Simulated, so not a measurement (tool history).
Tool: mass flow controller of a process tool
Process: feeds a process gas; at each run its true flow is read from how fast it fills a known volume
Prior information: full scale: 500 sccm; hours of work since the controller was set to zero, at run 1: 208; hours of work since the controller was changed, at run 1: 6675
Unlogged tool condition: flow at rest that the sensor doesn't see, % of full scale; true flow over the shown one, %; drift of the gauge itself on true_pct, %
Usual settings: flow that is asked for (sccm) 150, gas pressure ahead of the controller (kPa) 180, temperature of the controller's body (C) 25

run	hour	flow that is asked for (sccm)	gas pressure ahead of the controller (kPa)	temperature of the controller's body (C)	hours of work since the controller was set to zero	hours of work since the controller was changed	true flow (%)
1	0.0	150	180	25	208	6675	99.07
2	295.6	150	180	25	318	6786	98.94
3	553.8	150	198	25	414	6882	99.12
4	879.8	150	180	25	536	7004	98.98
5	1323.7	150	180	23	702	7169	98.70
6	1773.0	150	152	23	869	7337	98.54
7	2313.5	150	152	23	1071	7539	98.26
8	2821.9	150	152	23	1261	7728	98.33
9	3273.4	150	152	23	1429	7897	98.24
10	3541.0	150	152	23	1529	7997	98.21
# hour 3568.9: controller's zero set anew
11	4092.7	150	152	32	195	8203	98.00
# hour 4573.3: controller's zero set anew, once more
12	4600.1	124	152	21	10	8392	98.93
13	4966.3	124	152	21	147	8528	98.83
14	5365.7	124	152	21	296	8677	98.62
15	5597.2	150	178	25	382	8764	99.16
16	5891.5	117	193	24	492	8874	98.88
17	6360.6	227	174	24	667	9049	99.50
18	6775.8	227	174	24	822	9204	99.49
19	7163.2	227	174	24	966	9348	99.50
20	7684.8	150	224	30	1161	9543	99.29
21	7962.0	150	224	30	1265	9646	99.13
22	8228.2	150	231	29	1364	9746	99.24

Each row is a separate what-if for the run after 22, all from the same tool condition, not one after another. Results?
A	8797.1	150	163	31	1576	9958	?
B	8797.1	154	253	29	1576	9958	?
C	8797.1	216	153	23	1576	9958	?
D	8797.1	150	180	39	1576	9958	?
E	8797.1	385	145	25	1576	9958	?

run	true flow (%)
A	98.60
B	99.11
C	98.97
D	99.09
E	100.21
Without the tool's unlogged condition, the same runs would have read:
run	true flow (%)
A	98.23
B	98.71
C	98.22
D	98.72
E	99.09
